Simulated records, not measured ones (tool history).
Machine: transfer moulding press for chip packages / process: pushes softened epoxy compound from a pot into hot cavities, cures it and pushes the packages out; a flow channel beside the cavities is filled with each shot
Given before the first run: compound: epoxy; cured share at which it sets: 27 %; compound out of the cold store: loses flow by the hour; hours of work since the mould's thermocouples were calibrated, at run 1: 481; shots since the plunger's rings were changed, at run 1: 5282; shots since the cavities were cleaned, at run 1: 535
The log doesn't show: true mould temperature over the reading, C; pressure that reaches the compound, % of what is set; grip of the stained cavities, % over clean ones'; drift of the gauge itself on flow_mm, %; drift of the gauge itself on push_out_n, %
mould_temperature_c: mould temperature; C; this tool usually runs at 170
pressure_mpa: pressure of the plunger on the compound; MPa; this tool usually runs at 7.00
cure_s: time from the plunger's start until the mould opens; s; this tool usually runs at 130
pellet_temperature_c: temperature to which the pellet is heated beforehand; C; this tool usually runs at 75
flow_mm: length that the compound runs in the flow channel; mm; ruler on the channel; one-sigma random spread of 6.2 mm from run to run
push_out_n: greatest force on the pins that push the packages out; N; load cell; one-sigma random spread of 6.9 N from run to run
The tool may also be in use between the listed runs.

| run | hour | mould_temperature_c | pressure_mpa | cure_s | pellet_temperature_c | hours of work since the mould's thermocouples were calibrated | shots since the plunger's rings were changed | shots since the cavities were cleaned | incoming compound's hours out of the cold store | flow_mm | push_out_n |
|---|---|---|---|---|---|---|---|---|---|---|---|
| 1 | 0.0 | 170 | 7.00 | 130 | 75 | 481 | 5282 | 535 | 18.1 | 564 | 422 |
| 2 | 26.7 | 170 | 7.00 | 130 | 75 | 498 | 5534 | 787 | 40.9 | 492 | 492 |
|  | 57.9 | cavities cleaned with cleaning compound and waxed |
| 3 | 83.4 | 170 | 7.00 | 142 | 75 | 533 | 6054 | 240 | 42.0 | 477 | 352 |
| 4 | 118.3 | 170 | 6.69 | 130 | 75 | 555 | 6383 | 569 | 10.4 | 571 | 464 |
| 5 | 151.1 | 170 | 6.69 | 130 | 75 | 576 | 6693 | 879 | 27.4 | 509 | 531 |
|  | 176.1 | cavities cleaned with cleaning compound and waxed |
|  | 183.6 | plunger's sealing rings changed |
| 6 | 213.1 | 170 | 7.00 | 130 | 75 | 613 | 278 | 325 | 41.1 | 548 | 383 |
| 7 | 239.9 | 170 | 7.00 | 130 | 75 | 630 | 530 | 577 | 28.9 | 593 | 471 |
|  | 292.1 | cavities cleaned with cleaning compound and waxed |
| 8 | 293.7 | 165 | 7.00 | 130 | 75 | 663 | 1023 | 14 | 31.2 | 590 | 320 |
| 9 | 354.1 | 165 | 7.00 | 130 | 75 | 701 | 1592 | 583 | 30.1 | 592 | 541 |
|  | 408.1 | cavities cleaned with cleaning compound and waxed |
| 10 | 412.8 | 170 | 6.16 | 130 | 75 | 738 | 2131 | 44 | 29.7 | 538 | 292 |
| 11 | 440.5 | 170 | 6.16 | 130 | 74 | 755 | 2393 | 306 | 37.2 | 507 | 399 |
| 12 | 478.1 | 170 | 6.16 | 130 | 74 | 779 | 2747 | 660 | 10.4 | 595 | 482 |
| 13 | 507.4 | 174 | 7.00 | 130 | 75 | 798 | 3023 | 936 | 27.5 | 549 | 511 |
|  | 522.2 | cavities cleaned with cleaning compound and waxed |
| 14 | 556.6 | 174 | 7.00 | 130 | 75 | 828 | 3472 | 324 | 35.0 | 531 | 389 |
| 15 | 604.0 | 170 | 5.57 | 151 | 75 | 858 | 3919 | 771 | 34.1 | 474 | 474 |
|  | 639.1 | cavities cleaned with cleaning compound and waxed |
| 16 | 653.5 | 170 | 8.23 | 125 | 75 | 889 | 4371 | 135 | 13.9 | 649 | 338 |
|  | 666.7 | mould's thermocouples calibrated |
| 17 | 716.0 | 170 | 8.23 | 125 | 75 | 31 | 4942 | 706 | 27.1 | 584 | 500 |
|  | 757.2 | cavities cleaned with cleaning compound and waxed |
| 18 | 759.4 | 170 | 7.00 | 151 | 75 | 58 | 5336 | 21 | 25.6 | 554 | 276 |
| 19 | 795.7 | 170 | 7.00 | 151 | 75 | 81 | 5679 | 364 | 37.7 | 511 | 399 |
| 20 | 831.5 | 170 | 7.00 | 151 | 75 | 104 | 6016 | 701 | 44.3 | 472 | 494 |
|  | 873.0 | cavities cleaned with cleaning compound and waxed |
| 21 | 895.1 | 170 | 8.19 | 151 | 75 | 143 | 6602 | 209 | 42.0 | 533 | 352 |
| 22 | 927.1 | 166 | 7.00 | 143 | 75 | 164 | 6902 | 509 | 30.9 | 520 | 474 |
|  | 935.3 | plunger's sealing rings changed |
| 23 | 985.3 | 175 | 6.25 | 130 | 75 | 199 | 471 | 1035 | 44.9 | 492 | 498 |
|  | 990.0 | cavities cleaned with cleaning compound and waxed |
| 24 | 1030.3 | 168 | 6.97 | 136 | 70 | 227 | 881 | 381 | 33.8 | 573 | 442 |
| 25 | 1088.4 | 164 | 7.00 | 156 | 77 | 264 | 1428 | 928 | 23.3 | 616 | 565 |
|  | 1104.1 | cavities cleaned with cleaning compound and waxed |
| 26 | 1127.3 | 167 | 7.00 | 120 | 77 | 287 | 1780 | 218 | 33.6 | 561 | 413 |
| 27 | 1178.1 | 175 | 7.00 | 146 | 77 | 320 | 2259 | 697 | 46.2 | 497 | 465 |
| 28 | 1211.8 | 175 | 7.00 | 146 | 77 | 341 | 2577 | 1015 | 21.2 | 583 | 511 |

Here are 4 independent what-if runs from the current tool condition. What would each one return?
|  | 1219.3 | cavities cleaned with cleaning compound and waxed |
| A | 1253.9 | 176 | 7.32 | 146 | 73 | 367 | 2959 | 326 | 10.6 | ? | ? |
|  | 1219.3 | cavities cleaned with cleaning compound and waxed |
| B | 1253.9 | 170 | 7.00 | 130 | 82 | 367 | 2959 | 326 | 10.8 | ? | ? |
|  | 1219.3 | cavities cleaned with cleaning compound and waxed |
| C | 1253.9 | 178 | 7.08 | 130 | 74 | 367 | 2959 | 326 | 26.8 | ? | ? |
|  | 1219.3 | cavities cleaned with cleaning compound and waxed |
| D | 1253.9 | 175 | 6.43 | 146 | 69 | 367 | 2959 | 326 | 20.1 | ? | ? |

| run | flow_mm | push_out_n |
|---|---|---|
| A | 622 | 378 |
| B | 623 | 400 |
| C | 553 | 382 |
| D | 552 | 374 |
The same runs, with their run-to-run variation unchanged, on a tool lacking any hidden condition would have given:
| run | flow_mm | push_out_n |
|---|---|---|
| A | 662 | 259 |
| B | 664 | 277 |
| C | 588 | 261 |
| D | 588 | 255 |
